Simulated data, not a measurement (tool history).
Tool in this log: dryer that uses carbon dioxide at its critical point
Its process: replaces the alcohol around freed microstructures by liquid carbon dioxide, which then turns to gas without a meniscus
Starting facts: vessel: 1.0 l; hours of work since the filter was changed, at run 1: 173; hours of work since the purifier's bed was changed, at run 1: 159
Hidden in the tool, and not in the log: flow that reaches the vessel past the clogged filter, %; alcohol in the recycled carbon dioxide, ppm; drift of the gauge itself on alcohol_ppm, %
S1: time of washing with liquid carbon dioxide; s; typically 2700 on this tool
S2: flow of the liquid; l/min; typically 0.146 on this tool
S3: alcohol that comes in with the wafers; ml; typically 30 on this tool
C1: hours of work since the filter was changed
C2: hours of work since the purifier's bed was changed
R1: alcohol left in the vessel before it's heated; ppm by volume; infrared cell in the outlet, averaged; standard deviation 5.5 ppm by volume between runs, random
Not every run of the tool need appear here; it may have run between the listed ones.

run	hour	S1	S2	S3	C1	C2	R1
1	0.0	2700	0.146	30	173	159	333
2	9.8	2700	0.146	51	181	166	551
3	24.2	2700	0.146	51	191	176	607
4	38.6	2700	0.146	51	202	187	597
5	50.6	2700	0.146	30	210	196	383
# hour 56.3: inlet filter changed
6	61.7	2700	0.146	30	4	203	212
7	74.8	1680	0.146	30	13	212	1199
8	86.9	3480	0.146	30	22	221	99
9	100.3	3480	0.221	30	32	231	59
10	112.9	3480	0.221	30	41	240	60
11	119.0	2700	0.146	30	46	245	251
12	131.5	2700	0.126	30	55	254	451
13	139.3	2700	0.126	30	60	259	447
14	147.0	3060	0.099	76	66	265	1799
15	156.6	3000	0.119	30	73	272	421
16	168.0	3000	0.094	93	81	280	2931
17	179.5	2700	0.146	51	90	289	438
18	192.8	2700	0.146	51	99	298	445
19	203.0	2700	0.156	35	107	306	263
20	210.2	2700	0.156	35	112	311	267
21	223.4	3840	0.105	43	122	321	430
22	232.6	2700	0.088	23	128	327	1464
23	246.2	2220	0.124	64	138	337	2489
24	253.4	2220	0.124	64	143	342	2438

5 options for the next run, each taken on its own from the tool as it stands now. Forecast them:
A	260.6	3360	0.128	91	149	348	?
B	260.6	2280	0.164	28	149	348	?
C	260.6	2220	0.124	57	149	348	?
D	260.6	2700	0.245	30	149	348	?
E	260.6	2220	0.169	64	149	348	?

run	R1
A	638
B	391
C	2203
D	94
E	739
Without the tool's unlogged condition, the same runs would have read:
run	R1
A	296
B	176
C	1426
D	0
E	374
